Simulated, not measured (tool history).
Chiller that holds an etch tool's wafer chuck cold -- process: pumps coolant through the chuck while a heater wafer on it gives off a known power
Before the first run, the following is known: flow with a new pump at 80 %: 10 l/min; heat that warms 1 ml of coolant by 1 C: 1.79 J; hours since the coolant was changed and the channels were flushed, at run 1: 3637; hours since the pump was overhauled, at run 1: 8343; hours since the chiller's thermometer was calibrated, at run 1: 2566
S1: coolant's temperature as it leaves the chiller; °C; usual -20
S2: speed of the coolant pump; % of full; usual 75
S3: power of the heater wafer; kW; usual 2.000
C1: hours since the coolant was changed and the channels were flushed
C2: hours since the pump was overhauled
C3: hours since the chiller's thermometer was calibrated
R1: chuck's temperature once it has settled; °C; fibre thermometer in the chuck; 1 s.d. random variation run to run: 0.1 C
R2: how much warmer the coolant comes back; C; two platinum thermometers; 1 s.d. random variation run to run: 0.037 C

Run 1, hour 0.0: usual settings; C1 3637; C2 8343; C3 2566. Result: R1 0.3 °C, R2 8.77 C.
Run 2, hour 145.1: usual settings; C1 3782; C2 8489; C3 2711. Result: R1 0.6 °C, R2 8.76 C.
Run 3, hour 295.9: usual settings but S1 -14 °C; C1 3933; C2 8639; C3 2862. Result: R1 6.6 °C, R2 8.74 C.
Run 4, hour 500.4: usual settings but S1 -29 °C; C1 4137; C2 8844; C3 3066. Result: R1 -8.3 °C, R2 8.83 C.
Run 5, hour 619.8: usual settings but S1 -29 °C; C1 4256; C2 8963; C3 3186. Result: R1 -7.9 °C, R2 8.77 C.
Run 6, hour 759.7: usual settings but S1 -29 °C; C1 4396; C2 9103; C3 3326. Result: R1 -7.9 °C, R2 8.86 C.
Run 7, hour 954.7: usual settings but S3 1.624 kW; C1 4591; C2 9298; C3 3521. Result: R1 -2.6 °C, R2 7.32 C.
Run 8, hour 1140.4: usual settings but S3 1.624 kW; C1 4777; C2 9484; C3 3706. Result: R1 -2.5 °C, R2 7.31 C.
Run 9, hour 1235.9: usual settings but S1 -15 °C, S2 79 % of full, S3 1.624 kW; C1 4873; C2 9579; C3 3802. Result: R1 1.9 °C, R2 6.97 C.
Run 10, hour 1411.4: usual settings but S2 60 % of full, S3 2.598 kW; C1 5048; C2 9755; C3 3977. Result: R1 13.9 °C, R2 14.74 C.
Run 11, hour 1515.1: usual settings but S1 -29 °C, S2 77 % of full, S3 2.248 kW; C1 5152; C2 9858; C3 4081. Result: R1 -4.9 °C, R2 9.95 C.
Run 12, hour 1612.7: usual settings but S1 -13 °C, S2 78 % of full, S3 1.667 kW; C1 5249; C2 9956; C3 4179. Result: R1 4.8 °C, R2 7.30 C.
Run 13, hour 1796.3: usual settings but S1 -27 °C, S2 65 % of full, S3 1.680 kW; C1 5433; C2 10140; C3 4362. Result: R1 -5.9 °C, R2 8.89 C.
Run 14, hour 1968.3: usual settings but S1 -15 °C, S2 64 % of full, S3 2.531 kW; C1 5605; C2 10312; C3 4534. Result: R1 17.1 °C, R2 13.58 C.

Consider 5 possible next runs. They are alternatives, not a sequence: every one starts from the tool as it was left by run 14. What does each give?
Run A, hour 2183.5: usual settings but S1 -24 °C, S2 79 % of full, S3 2.531 kW; C1 5820; C2 10527; C3 4749. Result: R1 ?, R2 ?.
Run B, hour 2183.5: usual settings but S1 -24 °C, S2 79 % of full, S3 2.531 kW; C1 5820; C2 10527; C3 4749. Result: R1 ?, R2 ?.
Run C, hour 2183.5: usual settings but S1 -15 °C, S2 85 % of full, S3 2.531 kW; C1 5820; C2 10527; C3 4749. Result: R1 ?, R2 ?.
Run D, hour 2183.5: usual settings but S2 64 % of full, S3 1.841 kW; C1 5820; C2 10527; C3 4749. Result: R1 ?, R2 ?.
Run E, hour 2183.5: usual settings but S1 -26 °C, S2 87 % of full, S3 1.052 kW; C1 5820; C2 10527; C3 4749. Result: R1 ?, R2 ?.

run     R1     R2
  A    3.2  11.15
  B    3.3  11.10
  C   11.1  10.32
  D    3.7  10.09
  E  -15.2   4.15
Without the tool's hidden state the same runs would have given:
run     R1    R2
  A   -5.0  8.65
  B   -4.9  8.59
  C    3.3  7.99
  D   -3.4  7.82
  E  -18.7  3.20

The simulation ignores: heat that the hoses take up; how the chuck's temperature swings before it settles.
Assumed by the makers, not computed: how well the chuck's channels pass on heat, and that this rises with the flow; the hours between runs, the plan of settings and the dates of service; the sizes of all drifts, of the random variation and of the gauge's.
